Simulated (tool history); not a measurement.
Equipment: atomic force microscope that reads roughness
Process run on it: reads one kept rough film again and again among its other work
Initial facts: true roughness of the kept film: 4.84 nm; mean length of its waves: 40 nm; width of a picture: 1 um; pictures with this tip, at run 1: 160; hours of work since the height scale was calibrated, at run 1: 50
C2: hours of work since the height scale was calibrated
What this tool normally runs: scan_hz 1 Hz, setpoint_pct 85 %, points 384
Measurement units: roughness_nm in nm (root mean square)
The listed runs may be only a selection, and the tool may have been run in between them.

Run 1, hour 0: usual settings; pictures with this tip 160; C2 50. Result: roughness_nm 3.959 nm (root mean square).
Run 2, hour 23.4: usual settings but setpoint_pct 58 %; pictures with this tip 181; C2 60. Result: roughness_nm 4.006 nm (root mean square).
Run 3, hour 47.9: usual settings but points 300; pictures with this tip 202; C2 70. Result: roughness_nm 3.866 nm (root mean square).
Run 4, hour 60.6: usual settings but setpoint_pct 56 %; pictures with this tip 213; C2 76. Result: roughness_nm 3.965 nm (root mean square).
Run 5, hour 73.1: usual settings but points 420; pictures with this tip 225; C2 81. Result: roughness_nm 3.827 nm (root mean square).
Run 6, hour 84.1: usual settings but points 420; pictures with this tip 234; C2 86. Result: roughness_nm 3.792 nm (root mean square).
At hour 96.2: new tip fitted.
Run 7, hour 98.6: usual settings but points 420; pictures with this tip 2; C2 92. Result: roughness_nm 4.366 nm (root mean square).
Run 8, hour 109.5: usual settings but points 420; pictures with this tip 12; C2 97. Result: roughness_nm 4.345 nm (root mean square).
Run 9, hour 119.9: usual settings but points 371; pictures with this tip 21; C2 101. Result: roughness_nm 4.288 nm (root mean square).
Run 10, hour 131.8: usual settings; pictures with this tip 32; C2 106. Result: roughness_nm 4.266 nm (root mean square).
Run 11, hour 154.4: usual settings; pictures with this tip 52; C2 116. Result: roughness_nm 4.216 nm (root mean square).
Run 12, hour 179: usual settings; pictures with this tip 73; C2 127. Result: roughness_nm 4.131 nm (root mean square).
Run 13, hour 189.3: usual settings; pictures with this tip 82; C2 131. Result: roughness_nm 4.15 nm (root mean square).
Run 14, hour 202.6: usual settings; pictures with this tip 94; C2 137. Result: roughness_nm 4.135 nm (root mean square).
Run 15, hour 221.4: usual settings; pictures with this tip 110; C2 145. Result: roughness_nm 4.09 nm (root mean square).
Run 16, hour 241.7: usual settings; pictures with this tip 128; C2 154. Result: roughness_nm 4.054 nm (root mean square).
Run 17, hour 253.4: usual settings; pictures with this tip 139; C2 159. Result: roughness_nm 4.004 nm (root mean square).
Run 18, hour 265.8: usual settings; pictures with this tip 150; C2 164. Result: roughness_nm 3.967 nm (root mean square).
Run 19, hour 276.4: usual settings; pictures with this tip 159; C2 169. Result: roughness_nm 4.007 nm (root mean square).
Run 20, hour 292.4: usual settings but setpoint_pct 78 %, points 707; pictures with this tip 173; C2 176. Result: roughness_nm 3.97 nm (root mean square).
Run 21, hour 309.8: usual settings but setpoint_pct 83 %; pictures with this tip 188; C2 183. Result: roughness_nm 3.927 nm (root mean square).
Run 22, hour 320.8: usual settings but setpoint_pct 83 %; pictures with this tip 198; C2 188. Result: roughness_nm 3.876 nm (root mean square).
Run 23, hour 338: usual settings but setpoint_pct 83 %; pictures with this tip 213; C2 195. Result: roughness_nm 3.835 nm (root mean square).
Run 24, hour 361.1: usual settings but scan_hz 1.01 Hz; pictures with this tip 233; C2 205. Result: roughness_nm 3.801 nm (root mean square).
At hour 373.7: new tip fitted.
Run 25, hour 379.6: usual settings but scan_hz 0.62 Hz, setpoint_pct 70 %, points 742; pictures with this tip 5; C2 213. Result: roughness_nm 4.49 nm (root mean square).
Run 26, hour 392.3: usual settings but scan_hz 0.62 Hz, setpoint_pct 77 %, points 742; pictures with this tip 16; C2 218. Result: roughness_nm 4.392 nm (root mean square).
Run 27, hour 411: usual settings but scan_hz 0.62 Hz, setpoint_pct 77 %, points 742; pictures with this tip 33; C2 226. Result: roughness_nm 4.356 nm (root mean square).
Run 28, hour 425.8: usual settings but scan_hz 1.69 Hz, setpoint_pct 88 %, points 320; pictures with this tip 46; C2 233. Result: roughness_nm 4.09 nm (root mean square).
Run 29, hour 441.2: usual settings but setpoint_pct 72 %, points 442; pictures with this tip 59; C2 240. Result: roughness_nm 4.277 nm (root mean square).
Run 30, hour 451.6: usual settings but scan_hz 3.63 Hz, setpoint_pct 62 %, points 780; pictures with this tip 68; C2 244. Result: roughness_nm 4.182 nm (root mean square).
Run 31, hour 471.8: usual settings but scan_hz 2.67 Hz, points 261; pictures with this tip 86; C2 253. Result: roughness_nm 3.904 nm (root mean square).
Run 32, hour 482.7: usual settings but scan_hz 1.28 Hz, setpoint_pct 77 %, points 261; pictures with this tip 96; C2 257. Result: roughness_nm 4.083 nm (root mean square).
Run 33, hour 500.2: usual settings but scan_hz 1.43 Hz; pictures with this tip 111; C2 265. Result: roughness_nm 4.014 nm (root mean square).
Run 34, hour 515.1: usual settings but scan_hz 0.62 Hz; pictures with this tip 124; C2 271. Result: roughness_nm 4.049 nm (root mean square).
Run 35, hour 535.9: usual settings but scan_hz 0.79 Hz, setpoint_pct 65 %, points 753; pictures with this tip 143; C2 280. Result: roughness_nm 4.121 nm (root mean square).
Run 36, hour 553.1: usual settings but setpoint_pct 74 %; pictures with this tip 158; C2 288. Result: roughness_nm 4.002 nm (root mean square).
Run 37, hour 568.8: usual settings but setpoint_pct 67 %, points 402; pictures with this tip 171; C2 295. Result: roughness_nm 3.984 nm (root mean square).

Alternative continuations, all from the tool just after run 37; predict every row:
Run A, hour 582.4: usual settings but scan_hz 2.47 Hz, setpoint_pct 58 %, points 380; pictures with this tip 183; C2 300. Result: roughness_nm ?.
Run B, hour 582.4: usual settings but scan_hz 2.54 Hz, setpoint_pct 67 %, points 854; pictures with this tip 183; C2 300. Result: roughness_nm ?.
Run C, hour 582.4: usual settings but scan_hz 0.64 Hz, setpoint_pct 62 %, points 462; pictures with this tip 183; C2 300. Result: roughness_nm ?.
Run D, hour 582.4: usual settings but scan_hz 1.15 Hz, points 409; pictures with this tip 183; C2 300. Result: roughness_nm ?.
Run E, hour 582.4: usual settings but scan_hz 2.28 Hz, setpoint_pct 90 %, points 876; pictures with this tip 183; C2 300. Result: roughness_nm ?.

run  roughness_nm
  A         3.936
  B         3.906
  C         3.983
  D         3.858
  E         3.659
With no hidden state in the tool, these same runs would have given:
run  roughness_nm
  A         4.462
  B         4.427
  C         4.516
  D         4.373
  E         4.146
